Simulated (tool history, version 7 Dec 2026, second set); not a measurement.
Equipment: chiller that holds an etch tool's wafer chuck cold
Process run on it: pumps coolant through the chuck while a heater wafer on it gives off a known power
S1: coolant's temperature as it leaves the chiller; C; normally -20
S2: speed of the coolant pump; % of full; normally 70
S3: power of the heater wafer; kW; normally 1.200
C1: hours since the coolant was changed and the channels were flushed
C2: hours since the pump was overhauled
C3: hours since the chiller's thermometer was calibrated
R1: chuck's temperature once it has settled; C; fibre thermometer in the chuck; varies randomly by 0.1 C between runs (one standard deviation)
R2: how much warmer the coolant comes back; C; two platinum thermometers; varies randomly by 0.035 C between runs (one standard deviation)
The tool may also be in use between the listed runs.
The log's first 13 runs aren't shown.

| run | hour | S1 | S2 | S3 | C1 | C2 | C3 | R1 | R2 |
|---|---|---|---|---|---|---|---|---|---|
| 14 | 897.1 | -20 | 70 | 1.200 | 5340 | 1788 | 756 | -4.5 | 5.92 |
| 15 | 964.3 | -20 | 70 | 1.345 | 5407 | 1855 | 823 | -2.5 | 6.63 |
| 16 | 1050.5 | -20 | 70 | 1.200 | 5493 | 1941 | 910 | -4.4 | 5.97 |
| 17 | 1161.9 | -20 | 70 | 1.175 | 5604 | 2053 | 1021 | -4.8 | 5.80 |
| 18 | 1242.5 | -20 | 91 | 1.200 | 5685 | 2133 | 1102 | -7.4 | 4.42 |
| 19 | 1348.8 | -19 | 70 | 1.200 | 5791 | 2240 | 1208 | -3.6 | 5.97 |
| 20 | 1441.8 | -27 | 72 | 0.611 | 5884 | 2333 | 1301 | -19.2 | 2.91 |
| 21 | 1538.9 | -22 | 66 | 1.427 | 5981 | 2430 | 1398 | -2.8 | 7.57 |
| 22 | 1623.8 | -21 | 68 | 1.182 | 6066 | 2515 | 1483 | -5.4 | 6.04 |
| 23 | 1672.2 | -25 | 70 | 1.311 | 6115 | 2563 | 1531 | -8.0 | 6.55 |
| 24 | 1778.8 | -20 | 75 | 1.200 | 6221 | 2670 | 1638 | -5.4 | 5.48 |
| 25 | 1869.8 | -29 | 86 | 1.200 | 6312 | 2761 | 1729 | -15.9 | 4.72 |

Expected results for the next run?
| 26 | 1981.9 | -29 | 83 | 1.200 | 6424 | 2873 | 1841 | ? | ? |

Logged for run 26: R1 -15.6 C, R2 4.92 C.
On a tool with no hidden condition, and with the same random variation, this run would have come out at R1 -15.6 C, R2 4.92 C.
